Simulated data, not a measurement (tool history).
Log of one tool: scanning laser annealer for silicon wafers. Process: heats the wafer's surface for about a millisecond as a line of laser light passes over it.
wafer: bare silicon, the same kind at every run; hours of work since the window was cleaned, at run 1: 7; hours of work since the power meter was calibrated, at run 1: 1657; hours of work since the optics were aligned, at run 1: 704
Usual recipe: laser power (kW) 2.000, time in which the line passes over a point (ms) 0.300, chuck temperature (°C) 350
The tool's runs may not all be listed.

run,hour,laser power (kW),time in which the line passes over a point (ms),chuck temperature (°C),hours of work since the window was cleaned,hours of work since the power meter was calibrated,hours of work since the optics were aligned,highest temperature of the surface (°C)
1,0.0,2.000,0.300,350,7,1657,704,1120
2,59.2,2.000,0.293,350,34,1683,731,1105
3,153.2,2.000,0.293,350,75,1725,772,1101
4,233.1,2.000,0.300,332,110,1760,807,1086
5,276.9,2.000,0.300,350,130,1779,827,1102
6,333.0,2.000,0.300,385,154,1804,851,1138
7,404.3,2.000,0.300,385,186,1836,883,1133
8,443.8,2.000,0.212,350,203,1853,900,977
9,493.7,2.000,0.300,369,225,1875,922,1111
10,565.6,2.000,0.300,369,257,1907,954,1107
11,651.7,2.000,0.300,369,295,1945,992,1099
12,742.6,2.000,0.239,369,335,1985,1032,1022
13,811.7,2.000,0.300,350,366,2015,1063,1072
14,862.2,2.000,0.380,350,388,2038,1085,1157
# hour 926.2: window over the wafer cleaned
15,959.5,2.000,0.380,350,15,2080,1127,1205
16,1009.7,2.153,0.300,350,37,2102,1149,1178
17,1090.0,2.093,0.360,344,72,2137,1185,1213
18,1161.0,2.093,0.360,344,104,2169,1216,1211
19,1213.0,1.962,0.211,372,127,2192,1239,989
20,1268.2,1.846,0.231,372,151,2216,1263,966
21,1308.3,1.957,0.300,389,169,2234,1281,1114
22,1398.2,1.957,0.300,389,208,2273,1321,1103
23,1462.7,2.084,0.295,389,237,2302,1349,1151
24,1501.7,2.084,0.295,389,254,2319,1366,1151
25,1589.4,2.021,0.300,350,293,2358,1405,1085
# hour 1633.3: optics aligned, line set to its width
26,1633.3,2.021,0.300,350,310,2375,0,1104
27,1681.4,2.122,0.279,324,331,2396,21,1092
28,1724.3,2.000,0.261,353,350,2415,40,1046

Here are 3 independent what-if runs from the current tool condition. What would each one return?
A,1796.7,2.000,0.300,337,382,2447,72,?
B,1796.7,2.000,0.261,367,382,2447,72,?
C,1796.7,2.110,0.249,350,382,2447,72,?

run,highest temperature of the surface (°C)
A,1074
B,1053
C,1064
What these runs would have given with no unlogged condition in the tool:
run,highest temperature of the surface (°C)
A,1130
B,1105
C,1118

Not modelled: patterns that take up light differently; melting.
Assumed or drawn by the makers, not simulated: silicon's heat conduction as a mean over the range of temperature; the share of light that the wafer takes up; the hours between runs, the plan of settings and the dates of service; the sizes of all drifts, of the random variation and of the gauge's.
